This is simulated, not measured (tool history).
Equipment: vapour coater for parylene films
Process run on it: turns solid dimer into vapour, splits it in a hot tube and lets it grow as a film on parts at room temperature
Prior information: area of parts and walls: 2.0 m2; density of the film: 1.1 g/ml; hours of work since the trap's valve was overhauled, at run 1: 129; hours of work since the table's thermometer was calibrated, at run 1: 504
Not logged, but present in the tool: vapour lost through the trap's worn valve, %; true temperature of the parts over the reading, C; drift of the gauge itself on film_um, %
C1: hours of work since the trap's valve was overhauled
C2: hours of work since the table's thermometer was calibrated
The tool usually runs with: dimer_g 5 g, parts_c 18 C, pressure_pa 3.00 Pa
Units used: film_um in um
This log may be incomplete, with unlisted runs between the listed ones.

run 1 day=0.000 | dimer_g=5 parts_c=18 pressure_pa=3.00 | C1=129 C2=504 | film_um=1.462
run 2 day=0.850 | dimer_g=5 parts_c=18 pressure_pa=3.00 | C1=144 C2=519 | film_um=1.446
run 3 day=1.300 | dimer_g=5 parts_c=18 pressure_pa=3.00 | C1=152 C2=527 | film_um=1.459
run 4 day=2.125 | dimer_g=5 parts_c=18 pressure_pa=3.00 | C1=167 C2=542 | film_um=1.465
run 5 day=2.825 | dimer_g=5 parts_c=18 pressure_pa=3.00 | C1=179 C2=554 | film_um=1.436
-- day=2.917 table's thermometer calibrated
run 6 day=3.412 | dimer_g=5 parts_c=18 pressure_pa=3.00 | C1=188 C2=9 | film_um=1.438
run 7 day=3.992 | dimer_g=5 parts_c=18 pressure_pa=3.00 | C1=199 C2=19 | film_um=1.418
run 8 day=4.454 | dimer_g=5 parts_c=18 pressure_pa=3.00 | C1=207 C2=27 | film_um=1.401
-- day=5.192 trap's valve overhauled
run 9 day=5.500 | dimer_g=5 parts_c=18 pressure_pa=3.00 | C1=5 C2=42 | film_um=1.528
run 10 day=5.967 | dimer_g=5 parts_c=19 pressure_pa=3.00 | C1=14 C2=51 | film_um=1.473
run 11 day=6.596 | dimer_g=5 parts_c=12 pressure_pa=5.70 | C1=25 C2=62 | film_um=1.734
run 12 day=7.538 | dimer_g=5 parts_c=12 pressure_pa=5.70 | C1=41 C2=78 | film_um=1.708
run 13 day=8.421 | dimer_g=4 parts_c=16 pressure_pa=3.58 | C1=57 C2=94 | film_um=1.248

What if the next run were any one of these 5? Each begins from the tool's condition after run 13:
-- day=8.542 table's thermometer calibrated, once more
run A day=9.021 | dimer_g=3 parts_c=16 pressure_pa=5.97 | C1=66 C2=8 | film_um=?
-- day=8.542 table's thermometer calibrated, once more
run B day=9.021 | dimer_g=8 parts_c=18 pressure_pa=3.00 | C1=66 C2=8 | film_um=?
-- day=8.542 table's thermometer calibrated, once more
run C day=9.021 | dimer_g=4 parts_c=22 pressure_pa=7.73 | C1=66 C2=8 | film_um=?
-- day=8.542 table's thermometer calibrated, once more
run D day=9.021 | dimer_g=4 parts_c=16 pressure_pa=4.70 | C1=66 C2=8 | film_um=?
-- day=8.542 table's thermometer calibrated, once more
run E day=9.021 | dimer_g=5 parts_c=17 pressure_pa=4.08 | C1=66 C2=8 | film_um=?

run=A film_um=0.910
run=B film_um=2.416
run=C film_um=1.008
run=D film_um=1.245
run=E film_um=1.522
Had the tool no hidden state, the same runs would have come out as:
run=A film_um=0.937
run=B film_um=2.486
run=C film_um=1.038
run=D film_um=1.281
run=E film_um=1.567
